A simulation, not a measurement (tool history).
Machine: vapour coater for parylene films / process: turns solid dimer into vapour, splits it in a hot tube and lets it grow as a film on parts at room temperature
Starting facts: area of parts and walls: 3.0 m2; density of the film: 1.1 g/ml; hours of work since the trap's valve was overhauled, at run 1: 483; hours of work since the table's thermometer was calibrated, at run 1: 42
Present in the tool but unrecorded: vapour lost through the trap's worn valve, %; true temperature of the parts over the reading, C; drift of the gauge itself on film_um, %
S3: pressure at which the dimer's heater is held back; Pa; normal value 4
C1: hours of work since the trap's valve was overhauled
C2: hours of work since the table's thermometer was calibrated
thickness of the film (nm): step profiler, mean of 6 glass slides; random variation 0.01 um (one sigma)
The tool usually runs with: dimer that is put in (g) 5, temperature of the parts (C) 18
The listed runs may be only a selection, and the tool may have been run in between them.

run 1 hour=0 | dimer_that_is_put_in_(g)=5 temperature_of_the_parts_(C)=18 S3=4 | C1=483 C2=42 | thickness_of_the_film_(nm)=780
run 2 hour=20.2 | dimer_that_is_put_in_(g)=5 temperature_of_the_parts_(C)=18 S3=4 | C1=499 C2=57 | thickness_of_the_film_(nm)=760
run 3 hour=46.2 | dimer_that_is_put_in_(g)=5 temperature_of_the_parts_(C)=18 S3=4 | C1=519 C2=78 | thickness_of_the_film_(nm)=770
run 4 hour=64.3 | dimer_that_is_put_in_(g)=5 temperature_of_the_parts_(C)=18 S3=4 | C1=533 C2=92 | thickness_of_the_film_(nm)=750
run 5 hour=78.5 | dimer_that_is_put_in_(g)=5 temperature_of_the_parts_(C)=18 S3=4 | C1=544 C2=103 | thickness_of_the_film_(nm)=760
run 6 hour=99.4 | dimer_that_is_put_in_(g)=5 temperature_of_the_parts_(C)=18 S3=4 | C1=561 C2=119 | thickness_of_the_film_(nm)=780
run 7 hour=111 | dimer_that_is_put_in_(g)=5 temperature_of_the_parts_(C)=18 S3=4 | C1=570 C2=128 | thickness_of_the_film_(nm)=780
run 8 hour=134.1 | dimer_that_is_put_in_(g)=5 temperature_of_the_parts_(C)=18 S3=2.77 | C1=588 C2=146 | thickness_of_the_film_(nm)=790
run 9 hour=149.3 | dimer_that_is_put_in_(g)=5 temperature_of_the_parts_(C)=18 S3=2.77 | C1=600 C2=158 | thickness_of_the_film_(nm)=800
run 10 hour=172.1 | dimer_that_is_put_in_(g)=5 temperature_of_the_parts_(C)=15 S3=8.95 | C1=617 C2=176 | thickness_of_the_film_(nm)=780
run 11 hour=194.5 | dimer_that_is_put_in_(g)=5 temperature_of_the_parts_(C)=15 S3=2.55 | C1=635 C2=193 | thickness_of_the_film_(nm)=890
run 12 hour=210.5 | dimer_that_is_put_in_(g)=8 temperature_of_the_parts_(C)=17 S3=4.72 | C1=647 C2=206 | thickness_of_the_film_(nm)=1240
-- hour=230.1 trap's valve overhauled
run 13 hour=241.8 | dimer_that_is_put_in_(g)=4 temperature_of_the_parts_(C)=15 S3=10.37 | C1=9 C2=227 | thickness_of_the_film_(nm)=690

Below are 5 alternative next runs, each starting from the tool's condition after run 13. Predict each:
run A hour=256.6 | dimer_that_is_put_in_(g)=5 temperature_of_the_parts_(C)=18 S3=3.92 | C1=21 C2=239 | thickness_of_the_film_(nm)=?
run B hour=256.6 | dimer_that_is_put_in_(g)=5 temperature_of_the_parts_(C)=11 S3=8.16 | C1=21 C2=239 | thickness_of_the_film_(nm)=?
run C hour=256.6 | dimer_that_is_put_in_(g)=4 temperature_of_the_parts_(C)=15 S3=8.93 | C1=21 C2=239 | thickness_of_the_film_(nm)=?
run D hour=256.6 | dimer_that_is_put_in_(g)=5 temperature_of_the_parts_(C)=18 S3=4.32 | C1=21 C2=239 | thickness_of_the_film_(nm)=?
run E hour=256.6 | dimer_that_is_put_in_(g)=4 temperature_of_the_parts_(C)=15 S3=8.48 | C1=21 C2=239 | thickness_of_the_film_(nm)=?

run=A thickness_of_the_film_(nm)=840
run=B thickness_of_the_film_(nm)=1010
run=C thickness_of_the_film_(nm)=680
run=D thickness_of_the_film_(nm)=840
run=E thickness_of_the_film_(nm)=680
With the hidden condition removed and each run's random variation left untouched, the same runs would have given:
run=A thickness_of_the_film_(nm)=840
run=B thickness_of_the_film_(nm)=1010
run=C thickness_of_the_film_(nm)=690
run=D thickness_of_the_film_(nm)=840
run=E thickness_of_the_film_(nm)=680

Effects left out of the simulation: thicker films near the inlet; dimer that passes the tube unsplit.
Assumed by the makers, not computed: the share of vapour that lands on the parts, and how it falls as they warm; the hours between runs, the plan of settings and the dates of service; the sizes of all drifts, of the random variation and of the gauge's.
